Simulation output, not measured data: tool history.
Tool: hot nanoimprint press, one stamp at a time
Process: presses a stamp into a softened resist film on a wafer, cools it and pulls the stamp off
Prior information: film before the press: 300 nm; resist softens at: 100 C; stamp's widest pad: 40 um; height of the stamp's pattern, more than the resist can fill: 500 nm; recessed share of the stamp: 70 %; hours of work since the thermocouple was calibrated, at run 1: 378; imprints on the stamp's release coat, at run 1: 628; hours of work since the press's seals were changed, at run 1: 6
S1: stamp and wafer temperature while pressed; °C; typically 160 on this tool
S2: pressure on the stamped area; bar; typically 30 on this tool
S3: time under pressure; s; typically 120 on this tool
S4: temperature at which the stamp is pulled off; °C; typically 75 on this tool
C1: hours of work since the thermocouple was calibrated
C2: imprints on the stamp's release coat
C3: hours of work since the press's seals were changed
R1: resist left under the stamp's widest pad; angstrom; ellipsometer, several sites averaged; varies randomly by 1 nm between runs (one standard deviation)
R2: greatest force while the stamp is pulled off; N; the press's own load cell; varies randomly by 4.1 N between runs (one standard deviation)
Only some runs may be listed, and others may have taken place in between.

Run 1, hour 0: usual settings; C1 378; C2 628; C3 6. Result: R1 1466 angstrom, R2 208 N.
Run 2, hour 6.6: usual settings but S2 26 bar; C1 381; C2 639; C3 9. Result: R1 1585 angstrom, R2 194 N.
Run 3, hour 16.4: usual settings but S2 26 bar; C1 386; C2 656; C3 14. Result: R1 1583 angstrom, R2 195 N.
Run 4, hour 21.1: usual settings but S4 76 °C; C1 388; C2 664; C3 16. Result: R1 1474 angstrom, R2 200 N.
Run 5, hour 30.5: usual settings but S4 72 °C; C1 393; C2 680; C3 20. Result: R1 1467 angstrom, R2 219 N.
Run 6, hour 39.1: usual settings but S4 72 °C; C1 397; C2 695; C3 25. Result: R1 1460 angstrom, R2 207 N.
Run 7, hour 48.1: usual settings but S4 72 °C; C1 401; C2 711; C3 29. Result: R1 1458 angstrom, R2 214 N.
Run 8, hour 56.2: usual settings but S4 72 °C; C1 405; C2 725; C3 33. Result: R1 1466 angstrom, R2 215 N.
Run 9, hour 60.8: usual settings but S4 65 °C; C1 407; C2 733; C3 35. Result: R1 1480 angstrom, R2 251 N.
Run 10, hour 67.3: usual settings but S4 65 °C; C1 411; C2 744; C3 38. Result: R1 1467 angstrom, R2 254 N.
Run 11, hour 76.9: usual settings; C1 415; C2 760; C3 43. Result: R1 1465 angstrom, R2 192 N.
Run 12, hour 85.3: usual settings but S4 80 °C; C1 419; C2 775; C3 47. Result: R1 1475 angstrom, R2 177 N.
Run 13, hour 94: usual settings but S4 80 °C; C1 423; C2 790; C3 51. Result: R1 1468 angstrom, R2 176 N.
Run 14, hour 105.2: usual settings but S4 80 °C; C1 429; C2 809; C3 56. Result: R1 1460 angstrom, R2 170 N.
Run 15, hour 115.7: usual settings but S2 33.5 bar; C1 434; C2 827; C3 61. Result: R1 1386 angstrom, R2 194 N.
Run 16, hour 126.9: usual settings but S2 33.5 bar; C1 439; C2 847; C3 67. Result: R1 1376 angstrom, R2 197 N.
Run 17, hour 132.1: usual settings but S2 33.5 bar; C1 442; C2 856; C3 69. Result: R1 1385 angstrom, R2 189 N.
Run 18, hour 140: usual settings but S2 33.5 bar; C1 445; C2 869; C3 73. Result: R1 1393 angstrom, R2 196 N.
Run 19, hour 148: usual settings but S2 33.5 bar; C1 449; C2 883; C3 77. Result: R1 1393 angstrom, R2 199 N.
Run 20, hour 152.8: usual settings but S1 166 °C, S2 19.2 bar, S3 138 s, S4 66 °C; C1 452; C2 891; C3 79. Result: R1 1336 angstrom, R2 244 N.
Run 21, hour 158.5: usual settings but S1 166 °C, S2 19.2 bar, S3 138 s; C1 454; C2 901; C3 82. Result: R1 1346 angstrom, R2 191 N.
At hour 162.8: plate thermocouple calibrated.
Run 22, hour 167.8: usual settings but S4 63 °C; C1 2; C2 912; C3 85. Result: R1 1473 angstrom, R2 258 N.
Run 23, hour 173.2: usual settings but S1 155 °C, S3 69 s; C1 5; C2 921; C3 87. Result: R1 2118 angstrom, R2 198 N.
Run 24, hour 180.2: usual settings but S1 155 °C, S3 69 s; C1 8; C2 934; C3 91. Result: R1 2135 angstrom, R2 195 N.
Run 25, hour 191.1: usual settings but S1 155 °C, S3 69 s; C1 14; C2 952; C3 96. Result: R1 2142 angstrom, R2 197 N.
Run 26, hour 195.7: usual settings but S1 155 °C, S3 69 s; C1 16; C2 960; C3 98. Result: R1 2129 angstrom, R2 200 N.
Run 27, hour 206.5: usual settings but S1 171 °C, S2 46.7 bar, S3 207 s, S4 77 °C; C1 21; C2 979; C3 103. Result: R1 537 angstrom, R2 191 N.
Run 28, hour 216.2: usual settings but S1 159 °C, S2 30.3 bar, S3 207 s, S4 66 °C; C1 26; C2 996; C3 108. Result: R1 1288 angstrom, R2 242 N.
Run 29, hour 227.2: usual settings but S1 159 °C, S2 30.3 bar, S3 207 s, S4 66 °C; C1 31; C2 1015; C3 113. Result: R1 1276 angstrom, R2 235 N.
Run 30, hour 234.5: usual settings but S1 159 °C, S2 30.3 bar, S3 207 s, S4 66 °C; C1 34; C2 1027; C3 117. Result: R1 1284 angstrom, R2 248 N.
Run 31, hour 245.8: usual settings but S1 150 °C, S2 21.9 bar, S3 63 s; C1 40; C2 1047; C3 122. Result: R1 2676 angstrom, R2 200 N.

How the hidden state differs across the entries between the runs, from the last listed run before each to the first after it:
Logged between run 21 and run 22: plate thermocouple calibrated (hour 162.8)
  true temperature over the reading, C: -0.04 -> 0

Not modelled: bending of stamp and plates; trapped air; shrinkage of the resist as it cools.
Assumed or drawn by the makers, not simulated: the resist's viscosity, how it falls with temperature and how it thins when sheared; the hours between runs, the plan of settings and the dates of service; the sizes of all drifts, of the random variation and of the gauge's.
